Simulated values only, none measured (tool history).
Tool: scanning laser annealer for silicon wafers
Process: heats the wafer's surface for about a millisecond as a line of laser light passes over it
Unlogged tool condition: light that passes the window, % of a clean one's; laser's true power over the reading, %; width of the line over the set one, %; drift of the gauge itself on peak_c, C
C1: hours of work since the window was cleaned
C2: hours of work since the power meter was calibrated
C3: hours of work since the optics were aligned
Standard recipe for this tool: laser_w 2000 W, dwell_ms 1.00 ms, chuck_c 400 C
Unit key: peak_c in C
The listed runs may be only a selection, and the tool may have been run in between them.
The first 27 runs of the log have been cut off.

run 28 hour=1325.8 | laser_w=1797 dwell_ms=1.14 chuck_c=397 | C1=186 C2=1977 C3=1524 | peak_c=1102
run 29 hour=1385.4 | laser_w=1826 dwell_ms=0.92 chuck_c=365 | C1=228 C2=2019 C3=1566 | peak_c=997
run 30 hour=1452.4 | laser_w=1826 dwell_ms=0.92 chuck_c=365 | C1=274 C2=2065 C3=1612 | peak_c=991
run 31 hour=1514.5 | laser_w=1826 dwell_ms=0.91 chuck_c=365 | C1=318 C2=2108 C3=1656 | peak_c=983
run 32 hour=1573.8 | laser_w=1856 dwell_ms=0.77 chuck_c=428 | C1=359 C2=2150 C3=1697 | peak_c=1004
run 33 hour=1643.2 | laser_w=2000 dwell_ms=1.06 chuck_c=364 | C1=407 C2=2198 C3=1745 | peak_c=1118
run 34 hour=1681.3 | laser_w=1949 dwell_ms=0.80 chuck_c=412 | C1=434 C2=2224 C3=1772 | peak_c=1031
run 35 hour=1736.5 | laser_w=1923 dwell_ms=1.00 chuck_c=422 | C1=472 C2=2263 C3=1810 | peak_c=1111
-- hour=1793.1 optics aligned, line set to its width
run 36 hour=1804.2 | laser_w=1835 dwell_ms=1.02 chuck_c=401 | C1=515 C2=2306 C3=8 | peak_c=1073
run 37 hour=1860.9 | laser_w=2197 dwell_ms=0.91 chuck_c=392 | C1=555 C2=2346 C3=47 | peak_c=1167
run 38 hour=1925.3 | laser_w=2000 dwell_ms=1.00 chuck_c=408 | C1=600 C2=2390 C3=92 | peak_c=1138
run 39 hour=1954.7 | laser_w=1768 dwell_ms=0.81 chuck_c=396 | C1=620 C2=2411 C3=112 | peak_c=948
run 40 hour=1984.2 | laser_w=2000 dwell_ms=1.00 chuck_c=422 | C1=641 C2=2431 C3=133 | peak_c=1150
run 41 hour=2018.0 | laser_w=2000 dwell_ms=1.12 chuck_c=410 | C1=664 C2=2455 C3=156 | peak_c=1183

Forecast each of these 4 alternatives for the next run:
run A hour=2069.3 | laser_w=2005 dwell_ms=1.25 chuck_c=422 | C1=700 C2=2490 C3=192 | peak_c=?
run B hour=2069.3 | laser_w=2000 dwell_ms=0.83 chuck_c=387 | C1=700 C2=2490 C3=192 | peak_c=?
run C hour=2069.3 | laser_w=2000 dwell_ms=0.70 chuck_c=410 | C1=700 C2=2490 C3=192 | peak_c=?
run D hour=2069.3 | laser_w=1899 dwell_ms=1.15 chuck_c=400 | C1=700 C2=2490 C3=192 | peak_c=?

run=A peak_c=1241
run=B peak_c=1034
run=C peak_c=1000
run=D peak_c=1134
Had the tool no hidden state, the same runs would have come out as:
run=A peak_c=1304
run=B peak_c=1084
run=C peak_c=1045
run=D peak_c=1190
